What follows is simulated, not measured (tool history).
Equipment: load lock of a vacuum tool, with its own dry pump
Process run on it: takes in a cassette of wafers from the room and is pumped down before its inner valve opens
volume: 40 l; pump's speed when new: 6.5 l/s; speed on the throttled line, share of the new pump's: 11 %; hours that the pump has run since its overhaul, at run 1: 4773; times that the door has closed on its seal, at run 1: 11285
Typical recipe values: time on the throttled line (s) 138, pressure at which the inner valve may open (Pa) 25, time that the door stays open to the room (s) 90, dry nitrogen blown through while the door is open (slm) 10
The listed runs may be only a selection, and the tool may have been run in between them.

run,day,time on the throttled line (s),pressure at which the inner valve may open (Pa),time that the door stays open to the room (s),dry nitrogen blown through while the door is open (slm),hours that the pump has run since its overhaul,times that the door has closed on its seal,"incoming humidity of the room's air, %",time from the closed door until the inner valve may open (s),rise of the pressure with all valves shut (Pa/min)
1,0,138,25,90,10,4773,11285,45,179.4,0.105
2,15.35,138,25,90,10,5142,13061,45.6,178.4,0.109
3,35.721,138,25,90,10,5631,15417,45.4,179.7,0.119
4,49.579,138,25,90,10,5963,17019,47,180.4,0.125
5,67.696,138,25,90,10,6398,19115,46.2,179.8,0.134
6,79.288,138,25,90,10,6676,20455,44.2,180.2,0.134
7,96.962,138,40,85,10,7100,22499,47.5,177.4,0.144
8,114.579,78,32,85,9,7523,24537,45.5,128.7,0.151
9,138.588,71,43,26,10,8099,27313,42.9,119.4,0.12
10,161.038,71,18,26,10,8638,29910,42.8,127.9,0.133

Each row is a separate what-if for the run after 10, all from the same tool condition, not one after another. Results?
A,172.617,138,25,93,23,8916,31249,52.4,?,?
B,172.617,160,18,26,7,8916,31249,44.4,?,?
C,172.617,249,25,34,4,8916,31249,48,?,?
D,172.617,71,18,194,10,8916,31249,45.6,?,?
E,172.617,271,20,26,12,8916,31249,44.6,?,?

run,time from the closed door until the inner valve may open (s),rise of the pressure with all valves shut (Pa/min)
A,183,0.171
B,205.7,0.144
C,279,0.159
D,128.8,0.245
E,299.7,0.136
Without the tool's unlogged condition, the same runs would have read:
run,time from the closed door until the inner valve may open (s),rise of the pressure with all valves shut (Pa/min)
A,173.4,0.059
B,196.2,0.031
C,272.5,0.048
D,116.4,0.133
E,293.6,0.025
